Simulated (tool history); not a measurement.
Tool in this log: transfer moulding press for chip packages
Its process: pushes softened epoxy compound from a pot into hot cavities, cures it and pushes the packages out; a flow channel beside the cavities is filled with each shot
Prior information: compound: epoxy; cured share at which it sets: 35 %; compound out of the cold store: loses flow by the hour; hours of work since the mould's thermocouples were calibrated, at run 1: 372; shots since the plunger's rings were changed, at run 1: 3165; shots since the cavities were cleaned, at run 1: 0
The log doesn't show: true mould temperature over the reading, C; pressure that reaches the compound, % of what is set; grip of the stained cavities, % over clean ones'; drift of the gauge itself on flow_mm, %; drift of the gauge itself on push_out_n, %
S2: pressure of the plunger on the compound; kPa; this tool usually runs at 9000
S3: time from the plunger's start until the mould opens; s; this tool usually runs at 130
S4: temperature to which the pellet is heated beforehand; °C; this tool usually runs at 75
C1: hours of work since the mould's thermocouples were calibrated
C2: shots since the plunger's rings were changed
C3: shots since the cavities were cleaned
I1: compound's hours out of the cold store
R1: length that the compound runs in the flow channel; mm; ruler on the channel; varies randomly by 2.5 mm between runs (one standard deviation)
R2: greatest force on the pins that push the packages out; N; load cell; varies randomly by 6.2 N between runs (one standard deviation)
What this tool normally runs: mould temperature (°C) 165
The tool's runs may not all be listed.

Run 1, day 0.000: usual settings; C1 372; C2 3165; C3 0; I1 13.4. Result: R1 765 mm, R2 264 N.
Run 2, day 1.162: usual settings; C1 388; C2 3394; C3 229; I1 16.0. Result: R1 751 mm, R2 308 N.
Run 3, day 3.100: usual settings but S2 10220 kPa; C1 415; C2 3777; C3 612; I1 41.2. Result: R1 706 mm, R2 341 N.
Run 4, day 5.204: usual settings; C1 444; C2 4192; C3 1027; I1 26.2. Result: R1 709 mm, R2 393 N.
At day 5.908: cavities cleaned with cleaning compound and waxed.
Run 5, day 7.204: usual settings but S3 114 s; C1 471; C2 4574; C3 256; I1 16.7. Result: R1 738 mm, R2 413 N.
Run 6, day 8.362: usual settings but S3 114 s; C1 487; C2 4803; C3 485; I1 43.7. Result: R1 654 mm, R2 391 N.
Run 7, day 9.667: usual settings but S3 114 s; C1 505; C2 5060; C3 742; I1 28.2. Result: R1 699 mm, R2 477 N.
At day 10.138: plunger's sealing rings changed.
At day 11.825: cavities cleaned with cleaning compound and waxed.
Run 8, day 11.858: usual settings but S3 114 s; C1 533; C2 327; C3 7; I1 46.5. Result: R1 665 mm, R2 297 N.
Run 9, day 13.075: usual settings; C1 550; C2 567; C3 247; I1 23.4. Result: R1 743 mm, R2 312 N.
Run 10, day 14.575: usual settings; C1 571; C2 863; C3 543; I1 47.8. Result: R1 664 mm, R2 334 N.
At day 15.975: mould's thermocouples calibrated.
Run 11, day 17.408: usual settings; C1 20; C2 1405; C3 1085; I1 20.8. Result: R1 748 mm, R2 385 N.
At day 17.667: cavities cleaned with cleaning compound and waxed.
Run 12, day 18.733: usual settings; C1 37; C2 1655; C3 211; I1 38.6. Result: R1 680 mm, R2 299 N.
Run 13, day 21.196: usual settings; C1 71; C2 2141; C3 697; I1 48.0. Result: R1 651 mm, R2 330 N.
Run 14, day 22.917: usual settings but mould temperature (°C) 171; C1 95; C2 2480; C3 1036; I1 26.4. Result: R1 703 mm, R2 308 N.
At day 23.492: cavities cleaned with cleaning compound and waxed.
Run 15, day 24.688: usual settings; C1 119; C2 2817; C3 236; I1 16.6. Result: R1 755 mm, R2 317 N.
Run 16, day 26.096: usual settings but mould temperature (°C) 167, S2 7960 kPa, S3 123 s, S4 72 °C; C1 138; C2 3095; C3 514; I1 25.2. Result: R1 676 mm, R2 347 N.
Run 17, day 27.729: usual settings but mould temperature (°C) 167, S2 7960 kPa, S3 123 s, S4 72 °C; C1 161; C2 3417; C3 836; I1 35.6. Result: R1 639 mm, R2 356 N.
At day 29.454: cavities cleaned with cleaning compound and waxed.
Run 18, day 30.354: usual settings but S3 156 s; C1 197; C2 3923; C3 178; I1 17.3. Result: R1 747 mm, R2 232 N.
Run 19, day 32.600: usual settings but mould temperature (°C) 170, S2 9190 kPa, S4 73 °C; C1 228; C2 4366; C3 621; I1 12.2. Result: R1 753 mm, R2 290 N.
Run 20, day 34.442: usual settings but mould temperature (°C) 170, S2 10360 kPa, S3 119 s, S4 73 °C; C1 253; C2 4729; C3 984; I1 31.3. Result: R1 724 mm, R2 338 N.
At day 35.296: cavities cleaned with cleaning compound and waxed.
At day 36.750: plunger's sealing rings changed.
Run 21, day 37.317: usual settings but mould temperature (°C) 170, S2 10360 kPa, S3 119 s, S4 73 °C; C1 291; C2 111; C3 378; I1 33.0. Result: R1 746 mm, R2 295 N.
Run 22, day 39.917: usual settings but S2 8200 kPa, S3 124 s, S4 81 °C; C1 327; C2 624; C3 891; I1 37.0. Result: R1 665 mm, R2 390 N.
At day 41.342: cavities cleaned with cleaning compound and waxed.
Run 23, day 41.425: usual settings but mould temperature (°C) 169, S4 84 °C; C1 347; C2 910; C3 17; I1 23.5. Result: R1 730 mm, R2 230 N.
Run 24, day 42.729: usual settings but mould temperature (°C) 157, S2 7330 kPa, S3 118 s, S4 84 °C; C1 365; C2 1167; C3 274; I1 11.7. Result: R1 734 mm, R2 687 N.
Run 25, day 44.904: usual settings but mould temperature (°C) 157, S2 7330 kPa, S3 128 s, S4 73 °C; C1 395; C2 1596; C3 703; I1 47.7. Result: R1 611 mm, R2 588 N.
At day 47.088: cavities cleaned with cleaning compound and waxed.
Run 26, day 47.704: usual settings but mould temperature (°C) 164, S2 7340 kPa, S3 116 s, S4 77 °C; C1 433; C2 2136; C3 122; I1 25.7. Result: R1 659 mm, R2 387 N.
Run 27, day 49.862: usual settings but mould temperature (°C) 164, S2 7440 kPa, S3 116 s, S4 77 °C; C1 463; C2 2562; C3 548; I1 20.2. Result: R1 680 mm, R2 482 N.
Run 28, day 51.017: usual settings but S4 67 °C; C1 479; C2 2790; C3 776; I1 44.4. Result: R1 665 mm, R2 372 N.
At day 52.833: cavities cleaned with cleaning compound and waxed.
Run 29, day 53.433: usual settings but S3 148 s, S4 72 °C; C1 511; C2 3254; C3 119; I1 24.2. Result: R1 726 mm, R2 259 N.

Predict each of these 3 candidate next runs independently; none follows another, all start after run 29:
Run A, day 55.696: usual settings but S3 150 s, S4 72 °C; C1 543; C2 3701; C3 566; I1 41.4. Result: R1 ?, R2 ?.
Run B, day 55.696: usual settings but mould temperature (°C) 163, S3 157 s, S4 79 °C; C1 543; C2 3701; C3 566; I1 19.1. Result: R1 ?, R2 ?.
Run C, day 55.696: usual settings but S2 10650 kPa, S4 65 °C; C1 543; C2 3701; C3 566; I1 37.3. Result: R1 ?, R2 ?.

run   R1   R2
  A  667  289
  B  752  310
  C  736  367
Had the tool no hidden state, the same runs would have come out as:
run   R1   R2
  A  684  200
  B  771  213
  C  755  250
